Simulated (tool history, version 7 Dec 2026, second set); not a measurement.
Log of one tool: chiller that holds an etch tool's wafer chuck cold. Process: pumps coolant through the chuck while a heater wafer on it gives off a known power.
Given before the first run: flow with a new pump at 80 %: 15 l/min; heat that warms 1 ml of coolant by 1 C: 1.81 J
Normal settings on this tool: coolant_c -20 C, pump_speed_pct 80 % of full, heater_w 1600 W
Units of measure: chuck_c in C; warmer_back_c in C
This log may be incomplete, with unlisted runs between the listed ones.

run	hour	coolant_c	pump_speed_pct	heater_w	chuck_c	warmer_back_c
1	0	-20	80	1600	-7.3	3.54
2	178.4	-20	80	1600	-7.4	3.55
3	270.9	-20	92	1600	-8.5	3
4	412.8	-20	70	1600	-5.9	4.14
5	594.1	-20	70	1600	-6	4.14
6	668.9	-20	70	1600	-5.9	4.07
7	818	-20	80	1600	-7.3	3.57
8	899	-20	80	2392	-1.1	5.35
9	992.4	-20	80	1600	-7.3	3.5
10	1104.1	-20	91	1600	-8.4	3.04
11	1233.5	-20	92	1600	-8.6	3.01
12	1353	-20	92	1600	-8.7	2.96
13	1470.5	-20	92	1600	-8.6	3.01
14	1629.9	-20	80	1600	-7.3	3.52
15	1771.8	-20	69	1600	-5.8	4.26
16	1916	-20	69	1600	-6	4.14
17	2006.9	-17	82	1647	-4.1	3.52
18	2184.2	-17	82	1647	-4.2	3.52
19	2289.4	-24	74	2145	-5.9	5.2
# hour 2365.9: chiller's thermometer calibrated
20	2422.9	-11	76	1737	3.3	4.12
21	2496.7	-26	69	2190	-6.5	5.69
22	2630.2	-26	87	1234	-16.9	2.46
23	2763.7	-21	69	1600	-6.8	4.08
# hour 2784.3: coolant changed, channels flushed
24	2935.4	-15	97	1356	-5.9	2.43
25	3033.3	-13	97	1356	-3.7	2.38
26	3206.1	-13	67	1356	-0.8	3.69
27	3336.1	-21	87	1404	-10.6	2.83
28	3420.9	-19	86	1017	-11.4	2.07
29	3534.3	-15	91	1649	-3.2	3.11
30	3686.8	-22	91	974	-15	1.86
31	3788.5	-18	65	1498	-4.1	4.23

5 options for the next run, each taken on its own from the tool as it stands now. Forecast them:
A	3917.5	-19	65	1498	?	?
B	3917.5	-26	73	861	?	?
C	3917.5	-20	80	1176	?	?
D	3917.5	-10	82	897	?	?
E	3917.5	-29	80	1600	?	?

run	chuck_c	warmer_back_c
A	-5.1	4.23
B	-18.6	2.09
C	-10.7	2.58
D	-3	1.95
E	-16.2	3.53
Take away the tool's hidden state, keep each run's random variation, and the runs would have read:
run	chuck_c	warmer_back_c
A	-5.1	4.23
B	-18.6	2.09
C	-10.8	2.58
D	-3	1.94
E	-16.3	3.52
